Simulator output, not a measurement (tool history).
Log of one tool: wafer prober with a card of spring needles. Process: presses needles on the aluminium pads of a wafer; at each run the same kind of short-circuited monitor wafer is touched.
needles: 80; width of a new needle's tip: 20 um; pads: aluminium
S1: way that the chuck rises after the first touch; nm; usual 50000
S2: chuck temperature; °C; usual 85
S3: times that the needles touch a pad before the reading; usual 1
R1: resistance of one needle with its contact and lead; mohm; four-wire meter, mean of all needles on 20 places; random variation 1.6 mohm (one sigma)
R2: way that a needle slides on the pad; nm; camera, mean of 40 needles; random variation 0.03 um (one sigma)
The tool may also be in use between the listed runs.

| run | day | S1 | S2 | S3 | R1 | R2 |
|---|---|---|---|---|---|---|
| 1 | 0 | 50000 | 85 | 1 | 965 | 13580 |
|  | 0.267 | tips cleaned on abrasive film |
|  | 0.925 | tips cleaned on abrasive film |
|  | 1.562 | tips cleaned on abrasive film |
| 2 | 1.608 | 40000 | 85 | 1 | 495 | 10780 |
|  | 2.117 | tips cleaned on abrasive film |
|  | 2.767 | tips cleaned on abrasive film |
|  | 3.296 | tips cleaned on abrasive film |
|  | 3.929 | tips cleaned on abrasive film |
| 3 | 4.238 | 40000 | 85 | 1 | 1394 | 10690 |
|  | 4.504 | tips cleaned on abrasive film |
|  | 5.154 | tips cleaned on abrasive film |
|  | 5.796 | tips cleaned on abrasive film |
|  | 6.404 | tips cleaned on abrasive film |
| 4 | 6.696 | 40000 | 85 | 1 | 1349 | 10610 |
|  | 6.958 | tips cleaned on abrasive film |
|  | 7.488 | tips cleaned on abrasive film |
|  | 7.629 | height of the first contact set anew |
|  | 8.029 | tips cleaned on abrasive film |
|  | 8.554 | tips cleaned on abrasive film |
|  | 9.1 | tips cleaned on abrasive film |
| 5 | 9.1 | 40000 | 85 | 1 | 321 | 10890 |
|  | 9.625 | tips cleaned on abrasive film |
|  | 10.279 | tips cleaned on abrasive film, once more |
| 6 | 10.371 | 40000 | 85 | 1 | 786 | 10850 |
|  | 10.854 | tips cleaned on abrasive film |
|  | 11.475 | tips cleaned on abrasive film |
|  | 12.104 | tips cleaned on abrasive film |
| 7 | 12.462 | 40000 | 85 | 1 | 1457 | 10750 |
|  | 12.721 | tips cleaned on abrasive film |
|  | 13.246 | tips cleaned on abrasive film |
|  | 13.904 | tips cleaned on abrasive film |
|  | 14.433 | tips cleaned on abrasive film |
|  | 15.004 | tips cleaned on abrasive film |
| 8 | 15.004 | 40000 | 85 | 3 | 213 | 10640 |
|  | 15.646 | tips cleaned on abrasive film |
|  | 16.304 | tips cleaned on abrasive film |
|  | 16.912 | tips cleaned on abrasive film |
| 9 | 16.942 | 50000 | 85 | 1 | 421 | 13290 |
|  | 17.471 | tips cleaned on abrasive film |
|  | 17.612 | height of the first contact set anew |
|  | 18.112 | tips cleaned on abrasive film |
|  | 18.688 | tips cleaned on abrasive film |
| 10 | 18.688 | 50000 | 85 | 1 | 230 | 13620 |
|  | 19.217 | tips cleaned on abrasive film |
|  | 19.867 | tips cleaned on abrasive film |
|  | 20.517 | tips cleaned on abrasive film |
| 11 | 20.55 | 50000 | 85 | 1 | 364 | 13570 |
|  | 21.15 | tips cleaned on abrasive film |
|  | 21.792 | tips cleaned on abrasive film |
|  | 22.321 | tips cleaned on abrasive film |
| 12 | 22.792 | 50000 | 85 | 3 | 500 | 13460 |
|  | 22.925 | tips cleaned on abrasive film |
|  | 23.579 | tips cleaned on abrasive film |
|  | 24.108 | tips cleaned on abrasive film |
|  | 24.729 | tips cleaned on abrasive film |
| 13 | 24.883 | 50000 | 85 | 1 | 817 | 13350 |
|  | 25.283 | tips cleaned on abrasive film |
|  | 25.808 | tips cleaned on abrasive film |
| 14 | 26.025 | 50000 | 85 | 1 | 960 | 13310 |
|  | 26.421 | tips cleaned on abrasive film |
|  | 27.058 | tips cleaned on abrasive film |
|  | 27.571 | height of the first contact set anew |
|  | 27.704 | tips cleaned on abrasive film |
|  | 28.333 | tips cleaned on abrasive film |
| 15 | 28.5 | 50000 | 66 | 1 | 779 | 13680 |
|  | 28.9 | tips cleaned on abrasive film |
|  | 29.425 | tips cleaned on abrasive film |
| 16 | 29.725 | 49000 | 29 | 1 | 1108 | 13310 |
|  | 29.992 | tips cleaned on abrasive film |
|  | 30.612 | tips cleaned on abrasive film |
|  | 31.25 | tips cleaned on abrasive film |
|  | 31.779 | tips cleaned on abrasive film |
| 17 | 31.946 | 49000 | 27 | 1 | 903 | 13240 |
|  | 32.342 | tips cleaned on abrasive film |
|  | 32.992 | tips cleaned on abrasive film |
|  | 33.517 | tips cleaned on abrasive film |
|  | 34.162 | tips cleaned on abrasive film |
| 18 | 34.396 | 49000 | 27 | 1 | 1125 | 13130 |
|  | 34.771 | tips cleaned on abrasive film |
|  | 35.3 | tips cleaned on abrasive film |
|  | 35.95 | tips cleaned on abrasive film |
|  | 36.479 | tips cleaned on abrasive film |
| 19 | 36.792 | 40000 | 48 | 1 | 1720 | 10620 |
|  | 37.058 | tips cleaned on abrasive film |
|  | 37.462 | height of the first contact set anew |
|  | 37.721 | tips cleaned on abrasive film |
|  | 38.375 | tips cleaned on abrasive film |
|  | 39.033 | tips cleaned on abrasive film |
| 20 | 39.042 | 36000 | 85 | 1 | 340 | 9760 |
|  | 39.679 | tips cleaned on abrasive film |
|  | 40.317 | tips cleaned on abrasive film |
|  | 40.954 | tips cleaned on abrasive film |
| 21 | 41.162 | 60000 | 108 | 1 | 691 | 16310 |
|  | 41.542 | tips cleaned on abrasive film |
|  | 42.071 | tips cleaned on abrasive film |
|  | 42.717 | tips cleaned on abrasive film |
|  | 43.246 | tips cleaned on abrasive film |
| 22 | 43.5 | 61000 | 49 | 1 | 731 | 16450 |

Run 23 comes next. What will it give?
|  | 43.9 | tips cleaned on abrasive film |
|  | 44.55 | tips cleaned on abrasive film |
|  | 45.196 | tips cleaned on abrasive film |
| 23 | 45.196 | 61000 | 49 | 1 | ? | ? |

{"run 23": {"R1": 197, "R2": 16370}}
Without the tool's hidden state the same run would have given R1 149 mohm, R2 16710 nm.

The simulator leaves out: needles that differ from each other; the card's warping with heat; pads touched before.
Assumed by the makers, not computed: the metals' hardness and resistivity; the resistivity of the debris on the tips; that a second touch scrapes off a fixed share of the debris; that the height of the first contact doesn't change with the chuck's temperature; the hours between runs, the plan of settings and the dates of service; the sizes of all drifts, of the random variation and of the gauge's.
